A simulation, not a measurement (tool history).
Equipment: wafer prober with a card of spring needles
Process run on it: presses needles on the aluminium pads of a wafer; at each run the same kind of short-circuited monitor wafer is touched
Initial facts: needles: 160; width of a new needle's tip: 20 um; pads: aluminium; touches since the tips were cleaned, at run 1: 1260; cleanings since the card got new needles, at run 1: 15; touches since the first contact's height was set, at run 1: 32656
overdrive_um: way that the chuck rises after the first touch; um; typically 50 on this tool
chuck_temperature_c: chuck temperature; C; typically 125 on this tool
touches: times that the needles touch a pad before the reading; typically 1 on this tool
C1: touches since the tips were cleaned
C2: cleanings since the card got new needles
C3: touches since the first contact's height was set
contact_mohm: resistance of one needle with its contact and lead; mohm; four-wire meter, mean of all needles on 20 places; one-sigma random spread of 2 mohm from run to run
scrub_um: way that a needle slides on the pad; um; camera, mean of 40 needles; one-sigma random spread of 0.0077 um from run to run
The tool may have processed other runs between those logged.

run 1 hour=0 | overdrive_um=50 chuck_temperature_c=125 touches=1 | C1=1260 C2=15 C3=32656 | contact_mohm=293 scrub_um=6.484
-- hour=11.3 tips cleaned on abrasive film
run 2 hour=15.3 | overdrive_um=50 chuck_temperature_c=125 touches=1 | C1=1579 C2=16 C3=38622 | contact_mohm=484 scrub_um=6.463
-- hour=26 tips cleaned on abrasive film
run 3 hour=27.8 | overdrive_um=50 chuck_temperature_c=125 touches=1 | C1=705 C2=17 C3=43454 | contact_mohm=280 scrub_um=6.461
-- hour=40.4 tips cleaned on abrasive film
run 4 hour=45.1 | overdrive_um=50 chuck_temperature_c=125 touches=1 | C1=1814 C2=18 C3=50203 | contact_mohm=303 scrub_um=6.454
-- hour=55.5 tips cleaned on abrasive film
run 5 hour=62.1 | overdrive_um=50 chuck_temperature_c=125 touches=1 | C1=2589 C2=19 C3=56845 | contact_mohm=334 scrub_um=6.441
-- hour=69.6 tips cleaned on abrasive film
run 6 hour=80.3 | overdrive_um=50 chuck_temperature_c=125 touches=1 | C1=4187 C2=20 C3=63933 | contact_mohm=373 scrub_um=6.437
-- hour=83.7 tips cleaned on abrasive film
-- hour=89.4 height of the first contact set anew
-- hour=93.4 tips cleaned on abrasive film, once more
run 7 hour=95 | overdrive_um=50 chuck_temperature_c=125 touches=1 | C1=629 C2=22 C3=2179 | contact_mohm=259 scrub_um=6.483
run 8 hour=102.9 | overdrive_um=50 chuck_temperature_c=125 touches=1 | C1=3712 C2=22 C3=5262 | contact_mohm=350 scrub_um=6.496
-- hour=108.2 tips cleaned on abrasive film
run 9 hour=120.4 | overdrive_um=50 chuck_temperature_c=125 touches=1 | C1=4777 C2=23 C3=12099 | contact_mohm=390 scrub_um=6.496
-- hour=122.7 tips cleaned on abrasive film
run 10 hour=133.4 | overdrive_um=31 chuck_temperature_c=125 touches=1 | C1=4173 C2=24 C3=17142 | contact_mohm=639 scrub_um=4.009
-- hour=137.6 tips cleaned on abrasive film
-- hour=152.2 tips cleaned on abrasive film
run 11 hour=152.2 | overdrive_um=31 chuck_temperature_c=125 touches=1 | C1=0 C2=26 C3=24429 | contact_mohm=291 scrub_um=3.996
run 12 hour=162.9 | overdrive_um=50 chuck_temperature_c=125 touches=1 | C1=4208 C2=26 C3=28637 | contact_mohm=366 scrub_um=6.473
-- hour=167.2 tips cleaned on abrasive film
run 13 hour=173.6 | overdrive_um=50 chuck_temperature_c=125 touches=1 | C1=2477 C2=27 C3=32767 | contact_mohm=326 scrub_um=6.458
-- hour=181.7 tips cleaned on abrasive film
run 14 hour=188.8 | overdrive_um=50 chuck_temperature_c=125 touches=1 | C1=2778 C2=28 C3=38699 | contact_mohm=322 scrub_um=6.459
-- hour=195.9 tips cleaned on abrasive film
run 15 hour=201 | overdrive_um=48 chuck_temperature_c=125 touches=2 | C1=2001 C2=29 C3=43435 | contact_mohm=281 scrub_um=6.181
-- hour=210.1 tips cleaned on abrasive film
run 16 hour=210.8 | overdrive_um=48 chuck_temperature_c=80 touches=2 | C1=252 C2=30 C3=47234 | contact_mohm=222 scrub_um=6.187
-- hour=224.8 tips cleaned on abrasive film
run 17 hour=225.4 | overdrive_um=32 chuck_temperature_c=80 touches=2 | C1=231 C2=31 C3=52904 | contact_mohm=266 scrub_um=4.097
-- hour=238.8 tips cleaned on abrasive film
run 18 hour=242.6 | overdrive_um=32 chuck_temperature_c=80 touches=2 | C1=1469 C2=32 C3=59617 | contact_mohm=361 scrub_um=4.084
-- hour=253.7 tips cleaned on abrasive film
run 19 hour=254.2 | overdrive_um=56 chuck_temperature_c=30 touches=1 | C1=212 C2=33 C3=64137 | contact_mohm=219 scrub_um=7.208
-- hour=262.4 height of the first contact set anew
-- hour=268.7 tips cleaned on abrasive film
run 20 hour=268.8 | overdrive_um=56 chuck_temperature_c=30 touches=1 | C1=36 C2=34 C3=2464 | contact_mohm=199 scrub_um=7.284
run 21 hour=278.8 | overdrive_um=56 chuck_temperature_c=30 touches=1 | C1=3936 C2=34 C3=6364 | contact_mohm=323 scrub_um=7.266
-- hour=283.5 tips cleaned on abrasive film
run 22 hour=296.6 | overdrive_um=39 chuck_temperature_c=30 touches=1 | C1=5131 C2=35 C3=13314 | contact_mohm=520 scrub_um=5.075
-- hour=298.2 tips cleaned on abrasive film
run 23 hour=306.4 | overdrive_um=39 chuck_temperature_c=108 touches=1 | C1=3220 C2=36 C3=17135 | contact_mohm=462 scrub_um=5.067
-- hour=313 tips cleaned on abrasive film
run 24 hour=323.4 | overdrive_um=39 chuck_temperature_c=108 touches=1 | C1=4074 C2=37 C3=23726 | contact_mohm=462 scrub_um=5.057
-- hour=327.6 tips cleaned on abrasive film
run 25 hour=340.2 | overdrive_um=39 chuck_temperature_c=108 touches=1 | C1=4936 C2=38 C3=30271 | contact_mohm=518 scrub_um=5.045

5 options for the next run, each taken on its own from the tool as it stands now. Forecast them:
-- hour=342.8 tips cleaned on abrasive film
-- hour=357.6 tips cleaned on abrasive film
run A hour=358.6 | overdrive_um=31 chuck_temperature_c=92 touches=1 | C1=423 C2=40 C3=37437 | contact_mohm=? scrub_um=?
-- hour=342.8 tips cleaned on abrasive film
-- hour=357.6 tips cleaned on abrasive film
run B hour=358.6 | overdrive_um=67 chuck_temperature_c=108 touches=1 | C1=423 C2=40 C3=37437 | contact_mohm=? scrub_um=?
-- hour=342.8 tips cleaned on abrasive film
-- hour=357.6 tips cleaned on abrasive film
run C hour=358.6 | overdrive_um=49 chuck_temperature_c=108 touches=3 | C1=423 C2=40 C3=37437 | contact_mohm=? scrub_um=?
-- hour=342.8 tips cleaned on abrasive film
-- hour=357.6 tips cleaned on abrasive film
run D hour=358.6 | overdrive_um=40 chuck_temperature_c=125 touches=3 | C1=423 C2=40 C3=37437 | contact_mohm=? scrub_um=?
-- hour=342.8 tips cleaned on abrasive film
-- hour=357.6 tips cleaned on abrasive film
run E hour=358.6 | overdrive_um=57 chuck_temperature_c=125 touches=1 | C1=423 C2=40 C3=37437 | contact_mohm=? scrub_um=?

run=A contact_mohm=347 scrub_um=3.981
run=B contact_mohm=219 scrub_um=8.673
run=C contact_mohm=231 scrub_um=6.336
run=D contact_mohm=251 scrub_um=5.156
run=E contact_mohm=240 scrub_um=7.376
The same runs, with their run-to-run variation unchanged, on a tool lacking any hidden condition would have given:
run=A contact_mohm=240 scrub_um=4.025
run=B contact_mohm=196 scrub_um=8.717
run=C contact_mohm=214 scrub_um=6.38
run=D contact_mohm=227 scrub_um=5.201
run=E contact_mohm=208 scrub_um=7.42

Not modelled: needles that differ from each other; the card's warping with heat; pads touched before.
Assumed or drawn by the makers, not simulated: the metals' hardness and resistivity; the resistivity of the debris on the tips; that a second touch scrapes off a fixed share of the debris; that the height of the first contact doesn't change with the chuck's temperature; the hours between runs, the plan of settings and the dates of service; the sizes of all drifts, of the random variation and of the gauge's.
